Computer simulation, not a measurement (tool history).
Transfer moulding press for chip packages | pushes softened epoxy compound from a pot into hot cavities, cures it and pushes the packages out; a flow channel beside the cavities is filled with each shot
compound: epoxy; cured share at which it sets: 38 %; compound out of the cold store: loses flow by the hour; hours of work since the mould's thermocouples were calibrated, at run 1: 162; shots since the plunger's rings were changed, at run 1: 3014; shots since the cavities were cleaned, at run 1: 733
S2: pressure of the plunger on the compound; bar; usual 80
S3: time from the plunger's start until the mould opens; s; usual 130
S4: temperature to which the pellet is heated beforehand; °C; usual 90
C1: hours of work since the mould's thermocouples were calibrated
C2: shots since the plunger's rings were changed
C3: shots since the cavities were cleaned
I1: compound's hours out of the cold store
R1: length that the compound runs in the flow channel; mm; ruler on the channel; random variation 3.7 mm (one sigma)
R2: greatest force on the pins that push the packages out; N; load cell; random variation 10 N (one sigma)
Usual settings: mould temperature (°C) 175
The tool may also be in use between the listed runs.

Run 1, hour 0: usual settings; C1 162; C2 3014; C3 733; I1 25.7. Result: R1 948 mm, R2 741 N.
Run 2, hour 10.4: usual settings but S4 95 °C; C1 167; C2 3085; C3 804; I1 33.9. Result: R1 901 mm, R2 750 N.
At hour 22: cavities cleaned with cleaning compound and waxed.
Run 3, hour 25.9: usual settings; C1 173; C2 3181; C3 27; I1 41.5. Result: R1 875 mm, R2 467 N.
Run 4, hour 37.2: usual settings; C1 178; C2 3258; C3 104; I1 35.4. Result: R1 904 mm, R2 507 N.
Run 5, hour 45.8: usual settings but S4 87 °C; C1 182; C2 3317; C3 163; I1 35.9. Result: R1 896 mm, R2 538 N.
Run 6, hour 56.3: usual settings but S4 87 °C; C1 187; C2 3389; C3 235; I1 34.2. Result: R1 907 mm, R2 568 N.
Run 7, hour 66.2: usual settings but S2 61.6 bar; C1 192; C2 3456; C3 302; I1 32.1. Result: R1 803 mm, R2 584 N.
Run 8, hour 75.3: usual settings but S2 61.6 bar; C1 196; C2 3518; C3 364; I1 10.4. Result: R1 882 mm, R2 675 N.
Run 9, hour 83.6: usual settings but mould temperature (°C) 180; C1 200; C2 3576; C3 422; I1 46. Result: R1 843 mm, R2 568 N.
Run 10, hour 96.6: usual settings but mould temperature (°C) 180; C1 206; C2 3665; C3 511; I1 39.8. Result: R1 868 mm, R2 595 N.
Run 11, hour 108.4: usual settings but mould temperature (°C) 180; C1 211; C2 3745; C3 591; I1 18.8. Result: R1 945 mm, R2 622 N.
Run 12, hour 120.7: usual settings but mould temperature (°C) 180; C1 217; C2 3829; C3 675; I1 24.8. Result: R1 921 mm, R2 638 N.
Run 13, hour 132.3: usual settings but mould temperature (°C) 180; C1 222; C2 3908; C3 754; I1 14.8. Result: R1 964 mm, R2 629 N.
Run 14, hour 145.4: usual settings; C1 228; C2 3998; C3 844; I1 35.7. Result: R1 893 mm, R2 749 N.
At hour 150.9: cavities cleaned with cleaning compound and waxed.
Run 15, hour 157.9: usual settings but S2 83.4 bar; C1 234; C2 4074; C3 49; I1 16.2. Result: R1 996 mm, R2 493 N.
Run 16, hour 170.4: usual settings but S2 61.1 bar; C1 239; C2 4159; C3 134; I1 43.9. Result: R1 760 mm, R2 514 N.
Run 17, hour 178.6: usual settings but mould temperature (°C) 170, S2 81.6 bar, S3 142 s, S4 98 °C; C1 243; C2 4215; C3 190; I1 42.8. Result: R1 892 mm, R2 654 N.
Run 18, hour 185.9: usual settings but mould temperature (°C) 170, S2 78.1 bar, S3 115 s, S4 94 °C; C1 247; C2 4265; C3 240; I1 11.6. Result: R1 1005 mm, R2 1147 N.
Run 19, hour 192.9: usual settings but mould temperature (°C) 176, S2 63.4 bar, S3 143 s, S4 87 °C; C1 250; C2 4313; C3 288; I1 17.8. Result: R1 853 mm, R2 530 N.
Run 20, hour 205.6: usual settings but mould temperature (°C) 176, S2 63.4 bar, S3 143 s, S4 87 °C; C1 256; C2 4400; C3 375; I1 47.6. Result: R1 751 mm, R2 548 N.
Run 21, hour 213.1: usual settings but S2 96.8 bar, S3 142 s, S4 86 °C; C1 259; C2 4451; C3 426; I1 25.6. Result: R1 1026 mm, R2 578 N.
Run 22, hour 227.3: usual settings but mould temperature (°C) 181, S2 65.5 bar, S3 112 s, S4 91 °C; C1 266; C2 4548; C3 523; I1 14.1. Result: R1 865 mm, R2 637 N.
Run 23, hour 235.1: usual settings but mould temperature (°C) 178, S4 94 °C; C1 269; C2 4601; C3 576; I1 27.5. Result: R1 909 mm, R2 636 N.
Run 24, hour 244: usual settings but S4 92 °C; C1 273; C2 4663; C3 638; I1 9.7. Result: R1 988 mm, R2 759 N.
Run 25, hour 250.6: usual settings but S4 92 °C; C1 277; C2 4708; C3 683; I1 26.6. Result: R1 925 mm, R2 733 N.
Run 26, hour 257.1: usual settings but S4 92 °C; C1 280; C2 4752; C3 727; I1 13.7. Result: R1 974 mm, R2 776 N.

Forecast run 27:
Run 27, hour 266.2: usual settings but mould temperature (°C) 178, S2 71.1 bar, S3 112 s, S4 92 °C; C1 284; C2 4814; C3 789; I1 46.9. Result: R1 ?, R2 ?.

{"run 27": {"R1": 789, "R2": 802}}
Without the tool's hidden state the same run would have given R1 825 mm, R2 476 N.

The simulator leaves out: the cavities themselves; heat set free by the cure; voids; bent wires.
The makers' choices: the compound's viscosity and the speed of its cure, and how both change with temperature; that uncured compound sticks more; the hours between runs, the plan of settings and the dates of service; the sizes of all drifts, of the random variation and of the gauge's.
